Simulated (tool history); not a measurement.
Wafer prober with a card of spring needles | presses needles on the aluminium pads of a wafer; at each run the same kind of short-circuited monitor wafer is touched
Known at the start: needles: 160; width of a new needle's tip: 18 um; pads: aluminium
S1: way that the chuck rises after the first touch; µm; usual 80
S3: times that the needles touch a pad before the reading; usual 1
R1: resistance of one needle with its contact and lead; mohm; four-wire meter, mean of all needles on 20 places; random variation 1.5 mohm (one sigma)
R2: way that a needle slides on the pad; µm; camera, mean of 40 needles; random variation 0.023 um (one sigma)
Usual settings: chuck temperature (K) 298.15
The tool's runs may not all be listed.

{"run": 1, "hour": 0.0, "S1": 80, "chuck temperature (K)": 298.15, "S3": 1, "R1": 151, "R2": 17.8}
{"hour": 3.2, "done": "tips cleaned on abrasive film"}
{"run": 2, "hour": 6.5, "S1": 80, "chuck temperature (K)": 298.15, "S3": 1, "R1": 149, "R2": 17.79}
{"run": 3, "hour": 11.2, "S1": 80, "chuck temperature (K)": 298.15, "S3": 1, "R1": 152, "R2": 17.79}
{"hour": 14.9, "done": "tips cleaned on abrasive film"}
{"run": 4, "hour": 16.9, "S1": 80, "chuck temperature (K)": 298.15, "S3": 1, "R1": 144, "R2": 17.77}
{"hour": 26.3, "done": "tips cleaned on abrasive film"}
{"run": 5, "hour": 27.3, "S1": 80, "chuck temperature (K)": 298.15, "S3": 1, "R1": 145, "R2": 17.74}
{"run": 6, "hour": 32.6, "S1": 80, "chuck temperature (K)": 298.15, "S3": 2, "R1": 143, "R2": 17.75}
{"hour": 38.0, "done": "tips cleaned on abrasive film"}
{"run": 7, "hour": 40.9, "S1": 80, "chuck temperature (K)": 298.15, "S3": 1, "R1": 150, "R2": 17.8}
{"run": 8, "hour": 45.8, "S1": 80, "chuck temperature (K)": 348.15, "S3": 1, "R1": 159, "R2": 17.76}
{"hour": 49.2, "done": "tips cleaned on abrasive film"}
{"run": 9, "hour": 56.4, "S1": 80, "chuck temperature (K)": 348.15, "S3": 1, "R1": 159, "R2": 17.79}
{"hour": 60.7, "done": "tips cleaned on abrasive film"}
{"run": 10, "hour": 66.5, "S1": 80, "chuck temperature (K)": 348.15, "S3": 1, "R1": 156, "R2": 17.74}
{"run": 11, "hour": 71.0, "S1": 80, "chuck temperature (K)": 348.15, "S3": 1, "R1": 159, "R2": 17.73}
{"hour": 72.3, "done": "tips cleaned on abrasive film"}
{"run": 12, "hour": 77.8, "S1": 80, "chuck temperature (K)": 298.15, "S3": 1, "R1": 149, "R2": 17.71}
{"run": 13, "hour": 82.9, "S1": 80, "chuck temperature (K)": 298.15, "S3": 1, "R1": 149, "R2": 17.69}
{"hour": 83.6, "done": "tips cleaned on abrasive film"}
{"run": 14, "hour": 92.7, "S1": 80, "chuck temperature (K)": 298.15, "S3": 1, "R1": 152, "R2": 17.7}
{"hour": 95.0, "done": "tips cleaned on abrasive film"}
{"run": 15, "hour": 99.6, "S1": 80, "chuck temperature (K)": 298.15, "S3": 2, "R1": 144, "R2": 17.71}
{"run": 16, "hour": 105.7, "S1": 80, "chuck temperature (K)": 298.15, "S3": 2, "R1": 147, "R2": 17.67}
{"hour": 106.3, "done": "tips cleaned on abrasive film"}
{"run": 17, "hour": 110.5, "S1": 90, "chuck temperature (K)": 356.15, "S3": 2, "R1": 153, "R2": 19.95}
{"hour": 117.5, "done": "tips cleaned on abrasive film"}
{"run": 18, "hour": 119.1, "S1": 90, "chuck temperature (K)": 356.15, "S3": 2, "R1": 150, "R2": 19.89}
{"run": 19, "hour": 128.0, "S1": 80, "chuck temperature (K)": 306.15, "S3": 2, "R1": 146, "R2": 17.66}
{"hour": 128.7, "done": "tips cleaned on abrasive film"}
{"hour": 133.8, "done": "height of the first contact set anew"}
{"run": 20, "hour": 134.5, "S1": 80, "chuck temperature (K)": 306.15, "S3": 2, "R1": 148, "R2": 17.93}
{"run": 21, "hour": 139.1, "S1": 80, "chuck temperature (K)": 299.15, "S3": 1, "R1": 153, "R2": 17.92}
{"hour": 141.0, "done": "tips cleaned on abrasive film"}
{"run": 22, "hour": 145.1, "S1": 80, "chuck temperature (K)": 395.15, "S3": 1, "R1": 163, "R2": 17.95}

Run 23 comes next. What will it give?
{"run": 23, "hour": 150.9, "S1": 95, "chuck temperature (K)": 321.15, "S3": 1, "R1": "?", "R2": "?"}

R1: 149 mohm
R2: 21.25 µm
Without the tool's hidden state the same run would have given R1 140 mohm, R2 21.26 µm.
